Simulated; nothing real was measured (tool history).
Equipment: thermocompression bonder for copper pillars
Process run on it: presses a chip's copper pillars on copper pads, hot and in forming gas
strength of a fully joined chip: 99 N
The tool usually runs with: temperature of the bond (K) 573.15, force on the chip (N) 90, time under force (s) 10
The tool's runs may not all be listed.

run   hour  temperature of the bond (K)  force on the chip (N)  time under force (s)  force that shears a chip off (N)
  1    0.0                       573.15                     90                    10                              43.0
  2   11.5                       573.15                     90                    10                              42.9
  3   21.4                       573.15                     90                    10                              42.4
  4   27.2                       573.15                     90                    10                              42.9
  5   37.8                       573.15                     90                    10                              41.4
  6   46.1                       573.15                     90                    10                              42.1
  7   57.0                       588.15                     90                    10                              50.0
  8   65.8                       573.15                     90                    10                              42.0
  9   70.9                       573.15                     90                    10                              42.0
 10   77.2                       573.15                     90                     6                              35.2
 11   83.1                       573.15                     90                     6                              34.6
 12   90.5                       573.15                     90                     6                              34.8
 13   96.5                       573.15                     90                     6                              34.7
      99.5  -- heater calibrated with a thermocouple chip
 14  107.6                       573.15                     60                    10                              26.5
 15  118.7                       573.15                     90                    10                              41.8
 16  130.5                       573.15                     90                    10                              41.9
     134.2  -- heater calibrated with a thermocouple chip, once more
 17  137.4                       573.15                     90                    10                              40.9
 18  146.2                       573.15                    129                    10                              58.4
 19  154.1                       595.15                     90                    10                              51.6
 20  163.5                       595.15                     90                    10                              50.9
 21  175.1                       565.15                     90                    10                              36.8
 22  184.5                       565.15                     90                    10                              37.0
 23  189.5                       565.15                     90                    10                              37.1
 24  194.9                       546.15                     90                    10                              27.7
 25  201.2                       574.15                     65                    11                              29.2
 26  210.2                       573.15                     71                    10                              30.8
 27  221.4                       573.15                     71                    10                              30.3
 28  227.3                       592.15                     90                     7                              43.7
 29  232.5                       591.15                     65                    10                              34.9
 30  238.1                       548.15                     82                    13                              28.6
 31  245.8                       548.15                     82                    13                              27.9
 32  257.3                       599.15                    116                    13                              68.1
 33  266.0                       599.15                    116                    13                              67.7
 34  273.4                       573.15                     60                     6                              20.2
 35  283.6                       555.15                     90                     7                              26.7
 36  292.4                       573.15                    116                     7                              45.6
 37  302.7                       601.15                     96                     6                              47.1
     307.5  -- forming gas filter changed
 38  312.5                       595.15                    127                     9                              73.2

What if the next run were any one of these 3? Each begins from the tool's condition after run 38:
  A  319.2                       579.15                    121                     6                                 ?
  B  319.2                       547.15                    127                     9                                 ?
  C  319.2                       549.15                    126                    14                                 ?

run  force that shears a chip off (N)
  A                              53.7
  B                              45.3
  C                              52.8
With no hidden state in the tool, these same runs would have given:
run  force that shears a chip off (N)
  A                              53.0
  B                              44.7
  C                              52.2
